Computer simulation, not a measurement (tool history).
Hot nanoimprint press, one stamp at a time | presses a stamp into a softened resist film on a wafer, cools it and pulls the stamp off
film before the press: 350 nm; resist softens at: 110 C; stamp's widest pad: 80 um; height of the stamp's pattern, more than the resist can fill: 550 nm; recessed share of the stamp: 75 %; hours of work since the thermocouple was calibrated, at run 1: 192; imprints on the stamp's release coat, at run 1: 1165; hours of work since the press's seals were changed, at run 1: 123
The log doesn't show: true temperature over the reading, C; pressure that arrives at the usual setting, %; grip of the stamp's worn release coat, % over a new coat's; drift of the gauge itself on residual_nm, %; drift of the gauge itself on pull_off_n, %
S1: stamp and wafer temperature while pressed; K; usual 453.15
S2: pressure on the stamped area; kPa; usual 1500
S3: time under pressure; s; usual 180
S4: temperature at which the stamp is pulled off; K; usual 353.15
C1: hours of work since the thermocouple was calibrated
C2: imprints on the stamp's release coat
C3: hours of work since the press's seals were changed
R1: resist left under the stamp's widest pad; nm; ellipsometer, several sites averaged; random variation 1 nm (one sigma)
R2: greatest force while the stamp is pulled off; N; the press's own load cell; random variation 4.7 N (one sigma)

{"run": 1, "hour": 0.0, "S1": 453.15, "S2": 1500, "S3": 180, "S4": 353.15, "C1": 192, "C2": 1165, "C3": 123, "R1": 149.3, "R2": 282}
{"run": 2, "hour": 22.5, "S1": 453.15, "S2": 1500, "S3": 180, "S4": 353.15, "C1": 202, "C2": 1242, "C3": 133, "R1": 150.0, "R2": 294}
{"run": 3, "hour": 41.0, "S1": 453.15, "S2": 1190, "S3": 180, "S4": 353.15, "C1": 210, "C2": 1306, "C3": 141, "R1": 164.9, "R2": 278}
{"run": 4, "hour": 50.5, "S1": 453.15, "S2": 1190, "S3": 180, "S4": 353.15, "C1": 214, "C2": 1339, "C3": 145, "R1": 163.9, "R2": 279}
{"run": 5, "hour": 68.0, "S1": 453.15, "S2": 1190, "S3": 180, "S4": 353.15, "C1": 222, "C2": 1399, "C3": 153, "R1": 164.8, "R2": 292}
{"run": 6, "hour": 89.0, "S1": 453.15, "S2": 1190, "S3": 180, "S4": 353.15, "C1": 231, "C2": 1471, "C3": 162, "R1": 164.6, "R2": 297}
{"hour": 99.7, "done": "stamp cleaned and given a new release coat"}
{"run": 7, "hour": 104.4, "S1": 453.15, "S2": 1190, "S3": 180, "S4": 353.15, "C1": 235, "C2": 16, "C3": 167, "R1": 163.1, "R2": 223}
{"run": 8, "hour": 120.0, "S1": 453.15, "S2": 1500, "S3": 229, "S4": 353.15, "C1": 242, "C2": 70, "C3": 173, "R1": 135.1, "R2": 230}
{"run": 9, "hour": 130.4, "S1": 453.15, "S2": 1500, "S3": 180, "S4": 349.15, "C1": 247, "C2": 106, "C3": 178, "R1": 148.4, "R2": 256}
{"run": 10, "hour": 148.4, "S1": 453.15, "S2": 1500, "S3": 180, "S4": 349.15, "C1": 255, "C2": 167, "C3": 186, "R1": 148.8, "R2": 258}
{"run": 11, "hour": 165.9, "S1": 453.15, "S2": 1500, "S3": 141, "S4": 353.15, "C1": 262, "C2": 228, "C3": 194, "R1": 161.7, "R2": 235}
{"run": 12, "hour": 179.2, "S1": 453.15, "S2": 1500, "S3": 141, "S4": 353.15, "C1": 268, "C2": 274, "C3": 200, "R1": 165.6, "R2": 236}
{"run": 13, "hour": 193.1, "S1": 453.15, "S2": 1500, "S3": 141, "S4": 353.15, "C1": 274, "C2": 322, "C3": 206, "R1": 164.6, "R2": 234}
{"run": 14, "hour": 215.0, "S1": 453.15, "S2": 1500, "S3": 141, "S4": 353.15, "C1": 284, "C2": 397, "C3": 216, "R1": 164.5, "R2": 242}
{"run": 15, "hour": 236.9, "S1": 453.15, "S2": 1500, "S3": 180, "S4": 353.15, "C1": 294, "C2": 473, "C3": 225, "R1": 149.2, "R2": 248}
{"run": 16, "hour": 248.2, "S1": 453.15, "S2": 1650, "S3": 180, "S4": 356.15, "C1": 299, "C2": 512, "C3": 230, "R1": 143.3, "R2": 227}
{"run": 17, "hour": 262.5, "S1": 457.15, "S2": 1500, "S3": 180, "S4": 353.15, "C1": 305, "C2": 561, "C3": 237, "R1": 120.7, "R2": 253}
{"run": 18, "hour": 277.0, "S1": 451.15, "S2": 1500, "S3": 282, "S4": 353.15, "C1": 312, "C2": 611, "C3": 243, "R1": 137.9, "R2": 249}
{"run": 19, "hour": 291.7, "S1": 451.15, "S2": 1500, "S3": 282, "S4": 353.15, "C1": 318, "C2": 662, "C3": 249, "R1": 138.0, "R2": 249}
{"run": 20, "hour": 310.6, "S1": 459.15, "S2": 1840, "S3": 319, "S4": 361.15, "C1": 327, "C2": 727, "C3": 258, "R1": 74.1, "R2": 206}
{"run": 21, "hour": 322.7, "S1": 458.15, "S2": 1950, "S3": 292, "S4": 345.15, "C1": 332, "C2": 769, "C3": 263, "R1": 80.5, "R2": 310}
{"run": 22, "hour": 332.8, "S1": 451.15, "S2": 1500, "S3": 180, "S4": 358.15, "C1": 336, "C2": 803, "C3": 268, "R1": 163.3, "R2": 230}
{"run": 23, "hour": 348.0, "S1": 451.15, "S2": 1500, "S3": 180, "S4": 358.15, "C1": 343, "C2": 856, "C3": 274, "R1": 164.1, "R2": 229}
{"run": 24, "hour": 369.2, "S1": 451.15, "S2": 2220, "S3": 180, "S4": 358.15, "C1": 352, "C2": 929, "C3": 284, "R1": 139.6, "R2": 227}

Forecast run 25:
{"run": 25, "hour": 387.0, "S1": 451.15, "S2": 2220, "S3": 180, "S4": 358.15, "C1": 360, "C2": 990, "C3": 292, "R1": "?", "R2": "?"}

{"run 25": {"R1": 142.0, "R2": 228}}
Without the tool's hidden state the same run would have given R1 147.9 nm, R2 196 N.
